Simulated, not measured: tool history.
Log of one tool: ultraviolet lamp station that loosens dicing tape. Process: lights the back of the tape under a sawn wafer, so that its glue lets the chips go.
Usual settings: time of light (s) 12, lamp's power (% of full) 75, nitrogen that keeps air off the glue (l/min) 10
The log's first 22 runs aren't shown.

run     day  time of light (s)  lamp's power (% of full)  nitrogen that keeps air off the glue (l/min)  force that peels the tape off (N)  light that reached the tape (J/m2)
 23   9.067                 20                        99                                            10                              0.181                                8890
 24   9.546                 20                        99                                            10                              0.171                                8900
 25      10                 14                        75                                             9                              0.503                                4670
 26  10.571                  6                        60                                             8                              2.394                                1640
 27   10.85                 13                        93                                             5                              0.641                                5400
 28  11.358                 13                        65                                             5                              1.154                                3820
 29  11.896                 21                        61                                            10                              0.317                                5730
 30  12.271                 11                        61                                            10                              1.001                                3020

The next listed run, before its measurement:
 31  12.721                 11                        61                                            10                                  ?                                   ?

Run 31 gave force that peels the tape off (N) 1.028, light that reached the tape (J/m2) 3030.
Without the tool's hidden state the same run would have given force that peels the tape off (N) 1.022, light that reached the tape (J/m2) 3040.
